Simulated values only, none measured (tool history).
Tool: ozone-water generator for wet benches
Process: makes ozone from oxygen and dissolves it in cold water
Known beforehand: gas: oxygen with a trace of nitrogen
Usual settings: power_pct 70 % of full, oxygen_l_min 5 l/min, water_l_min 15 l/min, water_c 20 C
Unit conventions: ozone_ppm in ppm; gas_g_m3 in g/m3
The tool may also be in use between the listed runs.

{"run": 1, "hour": 0.0, "power_pct": 70, "oxygen_l_min": 5, "water_l_min": 15, "water_c": 20, "ozone_ppm": 22, "gas_g_m3": 197.7}
{"run": 2, "hour": 122.5, "power_pct": 70, "oxygen_l_min": 5, "water_l_min": 12, "water_c": 20, "ozone_ppm": 25.9, "gas_g_m3": 199.2}
{"run": 3, "hour": 278.0, "power_pct": 70, "oxygen_l_min": 5, "water_l_min": 12, "water_c": 13, "ozone_ppm": 29.1, "gas_g_m3": 202}
{"run": 4, "hour": 376.2, "power_pct": 70, "oxygen_l_min": 6.36, "water_l_min": 15, "water_c": 20, "ozone_ppm": 22.4, "gas_g_m3": 185}
{"run": 5, "hour": 488.4, "power_pct": 70, "oxygen_l_min": 6.36, "water_l_min": 15, "water_c": 20, "ozone_ppm": 22.3, "gas_g_m3": 184.8}
{"run": 6, "hour": 637.8, "power_pct": 70, "oxygen_l_min": 6.36, "water_l_min": 15, "water_c": 20, "ozone_ppm": 22.3, "gas_g_m3": 185.6}
{"run": 7, "hour": 767.9, "power_pct": 70, "oxygen_l_min": 5, "water_l_min": 15, "water_c": 20, "ozone_ppm": 22.1, "gas_g_m3": 200.9}
{"run": 8, "hour": 833.6, "power_pct": 70, "oxygen_l_min": 5, "water_l_min": 15, "water_c": 20, "ozone_ppm": 22.1, "gas_g_m3": 202.2}
{"run": 9, "hour": 929.5, "power_pct": 70, "oxygen_l_min": 5, "water_l_min": 15, "water_c": 20, "ozone_ppm": 21.8, "gas_g_m3": 202.2}
{"run": 10, "hour": 1036.9, "power_pct": 70, "oxygen_l_min": 5, "water_l_min": 15, "water_c": 20, "ozone_ppm": 21.8, "gas_g_m3": 201.8}
{"run": 11, "hour": 1160.7, "power_pct": 70, "oxygen_l_min": 5, "water_l_min": 15, "water_c": 20, "ozone_ppm": 21.8, "gas_g_m3": 201.9}
{"run": 12, "hour": 1281.4, "power_pct": 70, "oxygen_l_min": 5, "water_l_min": 15, "water_c": 20, "ozone_ppm": 21.6, "gas_g_m3": 201.7}
{"run": 13, "hour": 1412.3, "power_pct": 70, "oxygen_l_min": 5, "water_l_min": 14, "water_c": 20, "ozone_ppm": 23.3, "gas_g_m3": 202.6}
{"run": 14, "hour": 1514.0, "power_pct": 70, "oxygen_l_min": 5, "water_l_min": 15, "water_c": 20, "ozone_ppm": 21.5, "gas_g_m3": 200.6}
{"run": 15, "hour": 1639.9, "power_pct": 70, "oxygen_l_min": 5, "water_l_min": 15, "water_c": 20, "ozone_ppm": 21.5, "gas_g_m3": 201.1}
{"run": 16, "hour": 1772.4, "power_pct": 70, "oxygen_l_min": 5, "water_l_min": 15, "water_c": 20, "ozone_ppm": 21.5, "gas_g_m3": 201.9}
{"hour": 1855.1, "done": "contactor cleaned"}
{"run": 17, "hour": 1855.1, "power_pct": 70, "oxygen_l_min": 5, "water_l_min": 15, "water_c": 20, "ozone_ppm": 21.6, "gas_g_m3": 202.2}
{"run": 18, "hour": 1951.9, "power_pct": 70, "oxygen_l_min": 5, "water_l_min": 15, "water_c": 20, "ozone_ppm": 21.4, "gas_g_m3": 204}
{"run": 19, "hour": 2043.7, "power_pct": 70, "oxygen_l_min": 5, "water_l_min": 15, "water_c": 20, "ozone_ppm": 21.6, "gas_g_m3": 202.6}
{"run": 20, "hour": 2113.7, "power_pct": 70, "oxygen_l_min": 2.51, "water_l_min": 18, "water_c": 25, "ozone_ppm": 14.6, "gas_g_m3": 253.9}
{"hour": 2126.7, "done": "water thermometer calibrated"}
{"hour": 2140.8, "done": "electrodes of the discharge changed"}
{"run": 21, "hour": 2267.0, "power_pct": 70, "oxygen_l_min": 5, "water_l_min": 13, "water_c": 20, "ozone_ppm": 24.5, "gas_g_m3": 202}
{"run": 22, "hour": 2396.3, "power_pct": 70, "oxygen_l_min": 2.83, "water_l_min": 12, "water_c": 13, "ozone_ppm": 25.7, "gas_g_m3": 246}
{"run": 23, "hour": 2473.4, "power_pct": 85, "oxygen_l_min": 5, "water_l_min": 11, "water_c": 27, "ozone_ppm": 26.6, "gas_g_m3": 228.3}
{"run": 24, "hour": 2615.6, "power_pct": 84, "oxygen_l_min": 8.36, "water_l_min": 11, "water_c": 23, "ozone_ppm": 28.8, "gas_g_m3": 193.3}
{"run": 25, "hour": 2698.3, "power_pct": 68, "oxygen_l_min": 8.36, "water_l_min": 11, "water_c": 14, "ozone_ppm": 30.6, "gas_g_m3": 170.5}
{"run": 26, "hour": 2838.8, "power_pct": 70, "oxygen_l_min": 5, "water_l_min": 18, "water_c": 20, "ozone_ppm": 19.1, "gas_g_m3": 209.1}
{"run": 27, "hour": 2917.6, "power_pct": 70, "oxygen_l_min": 5, "water_l_min": 18, "water_c": 20, "ozone_ppm": 19.1, "gas_g_m3": 205.8}
{"run": 28, "hour": 3030.1, "power_pct": 70, "oxygen_l_min": 5, "water_l_min": 18, "water_c": 20, "ozone_ppm": 18.9, "gas_g_m3": 204.2}
{"run": 29, "hour": 3104.7, "power_pct": 50, "oxygen_l_min": 7.4, "water_l_min": 14, "water_c": 20, "ozone_ppm": 19.5, "gas_g_m3": 146.8}
{"run": 30, "hour": 3244.6, "power_pct": 50, "oxygen_l_min": 8.81, "water_l_min": 12, "water_c": 13, "ozone_ppm": 24.8, "gas_g_m3": 139.7}
{"run": 31, "hour": 3329.2, "power_pct": 50, "oxygen_l_min": 6.74, "water_l_min": 12, "water_c": 18, "ozone_ppm": 22.3, "gas_g_m3": 151.9}
{"run": 32, "hour": 3436.4, "power_pct": 50, "oxygen_l_min": 6.74, "water_l_min": 12, "water_c": 18, "ozone_ppm": 22.4, "gas_g_m3": 153.3}
{"run": 33, "hour": 3534.4, "power_pct": 50, "oxygen_l_min": 6.74, "water_l_min": 12, "water_c": 18, "ozone_ppm": 22.3, "gas_g_m3": 151.5}

Consider 3 possible next runs. They are alternatives, not a sequence: every one starts from the tool as it was left by run 33. What does each give?
{"run": "A", "hour": 3621.5, "power_pct": 70, "oxygen_l_min": 5, "water_l_min": 15, "water_c": 25, "ozone_ppm": "?", "gas_g_m3": "?"}
{"run": "B", "hour": 3621.5, "power_pct": 54, "oxygen_l_min": 5, "water_l_min": 19, "water_c": 15, "ozone_ppm": "?", "gas_g_m3": "?"}
{"run": "C", "hour": 3621.5, "power_pct": 70, "oxygen_l_min": 4.51, "water_l_min": 15, "water_c": 20, "ozone_ppm": "?", "gas_g_m3": "?"}

run=A ozone_ppm=20.2 gas_g_m3=205.8
run=B ozone_ppm=16.8 gas_g_m3=176.9
run=C ozone_ppm=21.6 gas_g_m3=213
With no hidden state in the tool, these same runs would have given:
run=A ozone_ppm=20.2 gas_g_m3=200.7
run=B ozone_ppm=16.9 gas_g_m3=172.5
run=C ozone_ppm=21.6 gas_g_m3=207.7
